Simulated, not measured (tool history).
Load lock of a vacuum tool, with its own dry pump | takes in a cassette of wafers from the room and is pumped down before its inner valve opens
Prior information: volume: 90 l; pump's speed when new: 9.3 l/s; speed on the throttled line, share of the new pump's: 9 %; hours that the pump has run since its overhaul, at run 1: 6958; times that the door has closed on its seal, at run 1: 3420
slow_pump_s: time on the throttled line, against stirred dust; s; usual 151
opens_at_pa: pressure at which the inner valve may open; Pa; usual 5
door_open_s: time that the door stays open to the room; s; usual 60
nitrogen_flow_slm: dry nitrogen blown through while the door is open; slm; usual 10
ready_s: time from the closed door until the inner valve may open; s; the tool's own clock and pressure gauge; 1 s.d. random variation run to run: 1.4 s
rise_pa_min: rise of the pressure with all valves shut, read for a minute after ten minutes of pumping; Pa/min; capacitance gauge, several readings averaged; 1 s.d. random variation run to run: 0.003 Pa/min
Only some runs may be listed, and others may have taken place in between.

run	hour	slow_pump_s	opens_at_pa	door_open_s	nitrogen_flow_slm	hours that the pump has run since its overhaul	times that the door has closed on its seal	incoming humidity of the room's air, %	ready_s	rise_pa_min
1	0.0	151	5	60	10	6958	3420	43.0	246.0	0.050
2	103.0	151	5	60	10	7061	3591	46.5	247.4	0.055
3	179.3	151	5	60	10	7137	3717	38.6	247.3	0.047
4	289.3	151	5	60	10	7247	3900	46.1	248.0	0.056
5	366.5	151	5	60	10	7325	4028	45.8	249.1	0.059
6	476.5	89	5	60	10	7435	4211	44.3	192.9	0.053
7	555.5	89	5	60	10	7514	4342	44.2	192.6	0.061
8	654.9	89	8	60	26	7613	4507	47.2	187.6	0.043
9	736.3	162	5	144	28	7694	4642	47.7	257.3	0.060
10	815.4	162	5	144	28	7774	4773	46.4	257.0	0.047
11	896.3	166	7	112	25	7854	4907	43.6	257.8	0.045
12	973.3	105	5	60	10	7931	5035	46.0	208.0	0.059
13	1044.3	83	5	73	13	8002	5153	47.2	188.4	0.059

5 options for the next run, each taken on its own from the tool as it stands now. Forecast them:
A	1114.8	178	5	53	23	8073	5270	41.4	?	?
B	1114.8	194	10	76	13	8073	5270	46.2	?	?
C	1114.8	151	5	60	21	8073	5270	44.9	?	?
D	1114.8	151	6	60	10	8073	5270	44.0	?	?
E	1114.8	126	6	73	13	8073	5270	47.1	?	?

run	ready_s	rise_pa_min
A	273.2	0.045
B	277.1	0.063
C	249.5	0.052
D	244.7	0.057
E	223.8	0.067
With no hidden state in the tool, these same runs would have given:
run	ready_s	rise_pa_min
A	258.9	0.028
B	264.2	0.046
C	234.6	0.035
D	230.4	0.041
E	209.1	0.050
